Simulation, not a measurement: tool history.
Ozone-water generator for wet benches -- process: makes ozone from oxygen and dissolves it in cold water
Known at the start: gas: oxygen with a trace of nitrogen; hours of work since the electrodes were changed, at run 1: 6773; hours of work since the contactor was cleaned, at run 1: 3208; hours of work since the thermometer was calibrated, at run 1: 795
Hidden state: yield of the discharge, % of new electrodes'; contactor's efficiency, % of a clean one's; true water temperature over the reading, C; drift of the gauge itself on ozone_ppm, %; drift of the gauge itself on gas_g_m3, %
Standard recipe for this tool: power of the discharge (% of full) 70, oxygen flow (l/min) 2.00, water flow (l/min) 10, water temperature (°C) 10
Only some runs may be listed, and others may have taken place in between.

| run | hour | power of the discharge (% of full) | oxygen flow (l/min) | water flow (l/min) | water temperature (°C) | hours of work since the electrodes were changed | hours of work since the contactor was cleaned | hours of work since the thermometer was calibrated | dissolved ozone (ppm) | ozone in the gas ahead of the water (g/m3) |
|---|---|---|---|---|---|---|---|---|---|---|
| 1 | 0.0 | 70 | 2.00 | 10 | 10 | 6773 | 3208 | 795 | 20.2 | 180.6 |
| 2 | 146.3 | 70 | 2.00 | 10 | 10 | 6886 | 3322 | 909 | 19.9 | 181.4 |
| 3 | 274.1 | 70 | 2.00 | 10 | 10 | 6985 | 3421 | 1008 | 20.0 | 180.4 |
| 4 | 412.2 | 70 | 2.00 | 10 | 10 | 7093 | 3528 | 1115 | 19.8 | 179.7 |
| 5 | 604.7 | 70 | 2.00 | 10 | 11 | 7242 | 3678 | 1265 | 19.6 | 180.2 |
| 6 | 696.3 | 70 | 2.00 | 10 | 11 | 7313 | 3749 | 1336 | 19.4 | 179.8 |
| 7 | 838.3 | 70 | 2.00 | 10 | 11 | 7424 | 3859 | 1446 | 19.7 | 178.7 |
| 8 | 932.7 | 70 | 2.00 | 10 | 11 | 7497 | 3932 | 1520 | 19.8 | 177.8 |
|  | 1070.1 | electrodes of the discharge changed |
| 9 | 1079.0 | 70 | 2.00 | 10 | 11 | 7 | 4041 | 1629 | 23.2 | 214.0 |
| 10 | 1282.0 | 70 | 2.00 | 13 | 10 | 165 | 4199 | 1786 | 18.7 | 214.9 |
| 11 | 1502.4 | 70 | 2.92 | 10 | 10 | 336 | 4370 | 1957 | 24.1 | 171.5 |
| 12 | 1604.4 | 70 | 2.92 | 10 | 10 | 415 | 4449 | 2037 | 23.6 | 172.2 |
| 13 | 1750.5 | 91 | 2.00 | 10 | 10 | 529 | 4563 | 2150 | 29.3 | 265.8 |
| 14 | 1841.1 | 70 | 2.00 | 10 | 10 | 599 | 4633 | 2220 | 22.9 | 212.4 |
| 15 | 1982.3 | 50 | 2.05 | 13 | 10 | 709 | 4743 | 2330 | 13.8 | 154.0 |
| 16 | 2080.3 | 50 | 2.05 | 13 | 10 | 785 | 4819 | 2406 | 14.0 | 154.5 |
| 17 | 2293.8 | 50 | 2.05 | 13 | 10 | 950 | 4985 | 2572 | 13.7 | 154.4 |
| 18 | 2464.8 | 50 | 2.05 | 13 | 10 | 1083 | 5118 | 2705 | 13.7 | 153.3 |
| 19 | 2687.9 | 50 | 2.05 | 13 | 10 | 1257 | 5291 | 2878 | 13.4 | 154.4 |
| 20 | 2894.0 | 46 | 1.50 | 9 | 9 | 1417 | 5451 | 3038 | 16.2 | 169.4 |
| 21 | 2999.2 | 70 | 3.46 | 6 | 10 | 1498 | 5533 | 3120 | 31.4 | 152.3 |
|  | 3025.0 | contactor cleaned |
| 22 | 3216.4 | 70 | 2.00 | 10 | 10 | 1664 | 149 | 3286 | 24.1 | 206.8 |

The next listed run, before its measurement:
| 23 | 3358.2 | 70 | 2.00 | 10 | 10 | 1774 | 259 | 3396 | ? | ? |

dissolved ozone (ppm): 23.3
ozone in the gas ahead of the water (g/m3): 204.1
On a tool with no hidden condition, and with the same random variation, this run would have come out at dissolved ozone (ppm) 24.8, ozone in the gas ahead of the water (g/m3) 214.5.
